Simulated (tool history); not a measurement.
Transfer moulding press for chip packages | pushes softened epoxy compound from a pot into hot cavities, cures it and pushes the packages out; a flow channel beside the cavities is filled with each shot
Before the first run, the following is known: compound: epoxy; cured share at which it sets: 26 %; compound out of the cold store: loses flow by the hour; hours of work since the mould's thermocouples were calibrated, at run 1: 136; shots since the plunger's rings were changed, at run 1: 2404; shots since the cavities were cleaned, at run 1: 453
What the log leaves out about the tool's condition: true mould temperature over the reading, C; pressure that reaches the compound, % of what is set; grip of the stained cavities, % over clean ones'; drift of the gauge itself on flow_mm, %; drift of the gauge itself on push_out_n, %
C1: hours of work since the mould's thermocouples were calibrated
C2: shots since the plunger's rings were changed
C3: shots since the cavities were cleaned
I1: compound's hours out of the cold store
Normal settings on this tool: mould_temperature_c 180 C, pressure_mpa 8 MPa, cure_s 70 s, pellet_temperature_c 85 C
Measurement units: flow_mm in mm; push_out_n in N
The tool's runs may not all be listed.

{"run": 1, "hour": 0.0, "mould_temperature_c": 180, "pressure_mpa": 8, "cure_s": 70, "pellet_temperature_c": 85, "C1": 136, "C2": 2404, "C3": 453, "I1": 26, "flow_mm": 605, "push_out_n": 839}
{"hour": 28.0, "done": "plunger's sealing rings changed"}
{"run": 2, "hour": 28.8, "mould_temperature_c": 180, "pressure_mpa": 8, "cure_s": 70, "pellet_temperature_c": 85, "C1": 156, "C2": 13, "C3": 933, "I1": 10.7, "flow_mm": 647, "push_out_n": 1034}
{"hour": 42.1, "done": "cavities cleaned with cleaning compound and waxed"}
{"run": 3, "hour": 50.3, "mould_temperature_c": 180, "pressure_mpa": 8, "cure_s": 70, "pellet_temperature_c": 85, "C1": 171, "C2": 379, "C3": 149, "I1": 36.4, "flow_mm": 602, "push_out_n": 648}
{"run": 4, "hour": 66.4, "mould_temperature_c": 180, "pressure_mpa": 8, "cure_s": 70, "pellet_temperature_c": 85, "C1": 183, "C2": 674, "C3": 444, "I1": 10.8, "flow_mm": 643, "push_out_n": 869}
{"run": 5, "hour": 92.4, "mould_temperature_c": 180, "pressure_mpa": 8, "cure_s": 70, "pellet_temperature_c": 93, "C1": 203, "C2": 1148, "C3": 918, "I1": 16.4, "flow_mm": 630, "push_out_n": 1034}
{"hour": 105.9, "done": "cavities cleaned with cleaning compound and waxed"}
{"run": 6, "hour": 108.4, "mould_temperature_c": 180, "pressure_mpa": 8, "cure_s": 70, "pellet_temperature_c": 93, "C1": 214, "C2": 1415, "C3": 46, "I1": 41.8, "flow_mm": 584, "push_out_n": 541}
{"run": 7, "hour": 124.0, "mould_temperature_c": 180, "pressure_mpa": 8, "cure_s": 70, "pellet_temperature_c": 93, "C1": 226, "C2": 1699, "C3": 330, "I1": 15.6, "flow_mm": 622, "push_out_n": 783}
{"run": 8, "hour": 144.6, "mould_temperature_c": 180, "pressure_mpa": 8, "cure_s": 70, "pellet_temperature_c": 93, "C1": 242, "C2": 2077, "C3": 708, "I1": 24.3, "flow_mm": 608, "push_out_n": 928}
{"hour": 169.4, "done": "cavities cleaned with cleaning compound and waxed"}
{"run": 9, "hour": 170.3, "mould_temperature_c": 180, "pressure_mpa": 8, "cure_s": 70, "pellet_temperature_c": 85, "C1": 261, "C2": 2518, "C3": 16, "I1": 12.7, "flow_mm": 628, "push_out_n": 533}
{"run": 10, "hour": 187.1, "mould_temperature_c": 180, "pressure_mpa": 8, "cure_s": 70, "pellet_temperature_c": 93, "C1": 273, "C2": 2825, "C3": 323, "I1": 24.9, "flow_mm": 599, "push_out_n": 763}
{"hour": 192.6, "done": "plunger's sealing rings changed"}
{"run": 11, "hour": 211.5, "mould_temperature_c": 180, "pressure_mpa": 8, "cure_s": 70, "pellet_temperature_c": 93, "C1": 290, "C2": 346, "C3": 725, "I1": 18.9, "flow_mm": 630, "push_out_n": 957}
{"run": 12, "hour": 228.6, "mould_temperature_c": 180, "pressure_mpa": 6.78, "cure_s": 63, "pellet_temperature_c": 93, "C1": 303, "C2": 657, "C3": 1036, "I1": 41.9, "flow_mm": 542, "push_out_n": 1289}
{"hour": 236.2, "done": "cavities cleaned with cleaning compound and waxed"}
{"run": 13, "hour": 243.8, "mould_temperature_c": 180, "pressure_mpa": 6.78, "cure_s": 63, "pellet_temperature_c": 93, "C1": 314, "C2": 907, "C3": 138, "I1": 20.1, "flow_mm": 574, "push_out_n": 843}
{"run": 14, "hour": 266.3, "mould_temperature_c": 180, "pressure_mpa": 6.78, "cure_s": 60, "pellet_temperature_c": 75, "C1": 331, "C2": 1320, "C3": 551, "I1": 37.9, "flow_mm": 544, "push_out_n": 1461}
{"run": 15, "hour": 293.2, "mould_temperature_c": 180, "pressure_mpa": 6.78, "cure_s": 60, "pellet_temperature_c": 75, "C1": 352, "C2": 1812, "C3": 1043, "I1": 45.2, "flow_mm": 533, "push_out_n": 1616}
{"hour": 300.7, "done": "cavities cleaned with cleaning compound and waxed"}
{"run": 16, "hour": 314.3, "mould_temperature_c": 175, "pressure_mpa": 6.79, "cure_s": 80, "pellet_temperature_c": 76, "C1": 367, "C2": 2170, "C3": 249, "I1": 10.1, "flow_mm": 593, "push_out_n": 824}
{"run": 17, "hour": 336.9, "mould_temperature_c": 175, "pressure_mpa": 6.79, "cure_s": 103, "pellet_temperature_c": 76, "C1": 384, "C2": 2583, "C3": 662, "I1": 29.5, "flow_mm": 558, "push_out_n": 633}
{"hour": 355.0, "done": "plunger's sealing rings changed"}
{"run": 18, "hour": 359.2, "mould_temperature_c": 175, "pressure_mpa": 9.44, "cure_s": 55, "pellet_temperature_c": 92, "C1": 399, "C2": 76, "C3": 1023, "I1": 8.4, "flow_mm": 715, "push_out_n": 2625}
{"hour": 366.8, "done": "cavities cleaned with cleaning compound and waxed"}
{"run": 19, "hour": 386.0, "mould_temperature_c": 175, "pressure_mpa": 9.44, "cure_s": 55, "pellet_temperature_c": 92, "C1": 418, "C2": 539, "C3": 351, "I1": 8.4, "flow_mm": 717, "push_out_n": 2059}
{"run": 20, "hour": 403.6, "mould_temperature_c": 180, "pressure_mpa": 8, "cure_s": 65, "pellet_temperature_c": 92, "C1": 432, "C2": 861, "C3": 673, "I1": 11.1, "flow_mm": 640, "push_out_n": 1206}
{"run": 21, "hour": 416.0, "mould_temperature_c": 180, "pressure_mpa": 8, "cure_s": 65, "pellet_temperature_c": 92, "C1": 441, "C2": 1088, "C3": 900, "I1": 28.4, "flow_mm": 612, "push_out_n": 1183}

3 ways to go on from here, each from the tool as it stands after run 21. What would each give?
{"hour": 430.8, "done": "cavities cleaned with cleaning compound and waxed"}
{"run": "A", "hour": 437.1, "mould_temperature_c": 186, "pressure_mpa": 7.05, "cure_s": 65, "pellet_temperature_c": 76, "C1": 456, "C2": 1446, "C3": 114, "I1": 42, "flow_mm": "?", "push_out_n": "?"}
{"hour": 430.8, "done": "cavities cleaned with cleaning compound and waxed"}
{"run": "B", "hour": 437.1, "mould_temperature_c": 180, "pressure_mpa": 8, "cure_s": 75, "pellet_temperature_c": 77, "C1": 456, "C2": 1446, "C3": 114, "I1": 29.8, "flow_mm": "?", "push_out_n": "?"}
{"hour": 430.8, "done": "cavities cleaned with cleaning compound and waxed"}
{"run": "C", "hour": 437.1, "mould_temperature_c": 180, "pressure_mpa": 8.55, "cure_s": 70, "pellet_temperature_c": 85, "C1": 456, "C2": 1446, "C3": 114, "I1": 16.3, "flow_mm": "?", "push_out_n": "?"}

run=A flow_mm=543 push_out_n=535
run=B flow_mm=605 push_out_n=529
run=C flow_mm=652 push_out_n=647
Without the tool's hidden state the same runs would have given:
run=A flow_mm=552 push_out_n=403
run=B flow_mm=614 push_out_n=398
run=C flow_mm=663 push_out_n=485
